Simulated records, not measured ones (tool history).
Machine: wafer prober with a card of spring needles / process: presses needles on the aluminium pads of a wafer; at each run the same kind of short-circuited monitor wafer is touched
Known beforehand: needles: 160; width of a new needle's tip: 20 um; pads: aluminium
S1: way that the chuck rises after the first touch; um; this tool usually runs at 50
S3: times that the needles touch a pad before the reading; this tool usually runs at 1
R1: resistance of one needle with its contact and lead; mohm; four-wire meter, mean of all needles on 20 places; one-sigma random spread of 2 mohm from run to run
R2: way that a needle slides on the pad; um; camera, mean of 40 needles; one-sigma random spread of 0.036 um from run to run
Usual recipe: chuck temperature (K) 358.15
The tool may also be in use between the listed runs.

{"run": 1, "day": 0.0, "S1": 50, "chuck temperature (K)": 358.15, "S3": 1, "R1": 394, "R2": 8.67}
{"day": 0.121, "done": "tips cleaned on abrasive film"}
{"run": 2, "day": 0.312, "S1": 50, "chuck temperature (K)": 358.15, "S3": 1, "R1": 352, "R2": 8.7}
{"day": 0.638, "done": "tips cleaned on abrasive film"}
{"run": 3, "day": 0.867, "S1": 50, "chuck temperature (K)": 358.15, "S3": 1, "R1": 371, "R2": 8.7}
{"day": 1.138, "done": "tips cleaned on abrasive film"}
{"run": 4, "day": 1.454, "S1": 50, "chuck temperature (K)": 358.15, "S3": 1, "R1": 394, "R2": 8.67}
{"day": 1.675, "done": "tips cleaned on abrasive film"}
{"run": 5, "day": 2.067, "S1": 50, "chuck temperature (K)": 358.15, "S3": 1, "R1": 405, "R2": 8.7}
{"day": 2.188, "done": "tips cleaned on abrasive film"}
{"run": 6, "day": 2.608, "S1": 50, "chuck temperature (K)": 306.15, "S3": 1, "R1": 414, "R2": 8.64}
{"day": 2.708, "done": "tips cleaned on abrasive film"}
{"run": 7, "day": 3.162, "S1": 50, "chuck temperature (K)": 306.15, "S3": 1, "R1": 414, "R2": 8.67}
{"day": 3.212, "done": "tips cleaned on abrasive film"}
{"run": 8, "day": 3.446, "S1": 50, "chuck temperature (K)": 358.15, "S3": 1, "R1": 382, "R2": 8.63}
{"day": 3.717, "done": "tips cleaned on abrasive film"}
{"run": 9, "day": 4.004, "S1": 30, "chuck temperature (K)": 395.15, "S3": 1, "R1": 665, "R2": 5.19}
{"day": 4.229, "done": "tips cleaned on abrasive film"}
{"run": 10, "day": 4.604, "S1": 46, "chuck temperature (K)": 357.15, "S3": 1, "R1": 432, "R2": 7.88}
{"day": 4.746, "done": "tips cleaned on abrasive film"}
{"run": 11, "day": 4.9, "S1": 53, "chuck temperature (K)": 315.15, "S3": 1, "R1": 327, "R2": 9.16}
{"day": 5.242, "done": "tips cleaned on abrasive film"}
{"run": 12, "day": 5.354, "S1": 53, "chuck temperature (K)": 315.15, "S3": 1, "R1": 318, "R2": 9.14}
{"run": 13, "day": 5.633, "S1": 35, "chuck temperature (K)": 361.15, "S3": 2, "R1": 450, "R2": 5.95}
{"day": 5.75, "done": "tips cleaned on abrasive film"}
{"run": 14, "day": 6.229, "S1": 35, "chuck temperature (K)": 361.15, "S3": 2, "R1": 463, "R2": 6.01}
{"day": 6.271, "done": "tips cleaned on abrasive film"}
{"run": 15, "day": 6.504, "S1": 35, "chuck temperature (K)": 361.15, "S3": 2, "R1": 415, "R2": 5.97}
{"day": 6.775, "done": "tips cleaned on abrasive film"}
{"run": 16, "day": 7.088, "S1": 50, "chuck temperature (K)": 365.15, "S3": 2, "R1": 326, "R2": 8.61}

Each row is a separate what-if for the run after 16, all from the same tool condition, not one after another. Results?
{"day": 7.296, "done": "tips cleaned on abrasive film"}
{"run": "A", "day": 7.608, "S1": 37, "chuck temperature (K)": 380.15, "S3": 2, "R1": "?", "R2": "?"}
{"day": 7.296, "done": "tips cleaned on abrasive film"}
{"run": "B", "day": 7.608, "S1": 59, "chuck temperature (K)": 365.15, "S3": 2, "R1": "?", "R2": "?"}
{"day": 7.296, "done": "tips cleaned on abrasive film"}
{"run": "C", "day": 7.608, "S1": 60, "chuck temperature (K)": 365.15, "S3": 2, "R1": "?", "R2": "?"}

run=A R1=411 R2=6.35
run=B R1=297 R2=10.14
run=C R1=293 R2=10.29
Had the tool no hidden state, the same runs would have come out as:
run=A R1=234 R2=6.49
run=B R1=222 R2=10.28
run=C R1=221 R2=10.43
